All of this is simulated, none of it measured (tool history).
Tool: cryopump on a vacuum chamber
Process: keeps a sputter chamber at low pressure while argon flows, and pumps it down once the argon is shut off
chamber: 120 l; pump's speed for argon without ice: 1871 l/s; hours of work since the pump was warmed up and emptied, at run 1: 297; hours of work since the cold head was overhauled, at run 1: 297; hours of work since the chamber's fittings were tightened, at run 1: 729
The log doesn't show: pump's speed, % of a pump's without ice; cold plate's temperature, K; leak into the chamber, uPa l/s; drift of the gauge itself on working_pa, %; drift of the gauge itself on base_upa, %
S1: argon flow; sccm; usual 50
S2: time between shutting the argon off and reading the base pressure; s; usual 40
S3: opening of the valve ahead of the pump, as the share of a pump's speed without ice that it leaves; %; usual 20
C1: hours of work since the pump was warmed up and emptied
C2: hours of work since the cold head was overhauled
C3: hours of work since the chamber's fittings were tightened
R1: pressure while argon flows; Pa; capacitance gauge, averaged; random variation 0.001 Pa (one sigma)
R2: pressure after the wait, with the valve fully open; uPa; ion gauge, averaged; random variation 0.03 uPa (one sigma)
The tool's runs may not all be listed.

run	hour	S1	S2	S3	C1	C2	C3	R1	R2
1	0.0	50	40	20	297	297	729	0.2439	1.86
2	11.9	50	40	20	307	307	739	0.2448	1.92
3	30.3	58	40	20	323	323	755	0.2831	1.88
4	49.6	50	40	20	339	339	771	0.2505	1.96
5	65.1	50	40	26	352	352	784	0.1948	1.94
# hour 76.5: pump warmed up, emptied and cooled again
6	87.7	50	40	26	10	367	799	0.1751	1.77
7	106.5	50	40	26	25	383	815	0.1753	1.79
8	124.4	50	40	26	41	398	830	0.1772	1.80
9	133.8	50	40	20	49	406	838	0.2286	1.80
10	152.0	50	40	20	64	421	853	0.2295	1.83
11	163.6	50	138	20	74	431	863	0.2287	0.85
12	176.1	50	138	20	84	442	874	0.2321	0.82
13	192.4	50	40	20	98	456	887	0.2307	1.81
14	210.7	50	40	20	114	471	903	0.2325	1.79
15	231.1	50	40	20	131	488	920	0.2314	1.88
16	243.1	50	40	20	141	499	930	0.2338	1.87
17	258.8	31	40	20	154	512	944	0.1444	1.88
18	273.5	20	118	20	167	524	956	0.0943	0.93
19	285.6	86	118	24	177	535	966	0.3444	0.98
20	297.3	86	229	44	187	544	976	0.1928	0.77
21	307.9	35	40	20	196	553	985	0.1665	1.88
22	319.8	35	21	15	206	563	995	0.2181	3.21
23	334.6	74	21	21	218	576	1008	0.3368	3.17
24	352.1	38	39	25	233	591	1023	0.1474	1.95
25	370.8	40	48	20	249	607	1038	0.1938	1.73
26	381.1	53	48	20	258	615	1047	0.2530	1.75
27	398.9	26	164	20	273	630	1062	0.1246	0.95
28	412.5	62	164	50	284	642	1074	0.1318	0.98
29	434.2	62	164	50	303	660	1092	0.1332	1.00
30	447.8	62	164	50	314	672	1104	0.1353	1.03
31	460.1	62	164	50	325	682	1114	0.1355	1.04
32	475.1	62	164	50	337	695	1127	0.1371	1.03
33	486.8	62	164	50	347	705	1137	0.1394	1.04

3 ways to go on from here, each from the tool as it stands after run 33. What would each give?
A	496.6	22	40	20	355	713	1145	?	?
B	496.6	50	28	20	355	713	1145	?	?
C	496.6	62	278	19	355	713	1145	?	?

run	R1	R2
A	0.1093	2.08
B	0.2485	2.67
C	0.3221	0.92
Without the tool's hidden state the same runs would have given:
run	R1	R2
A	0.0994	1.52
B	0.2260	2.12
C	0.2943	0.36
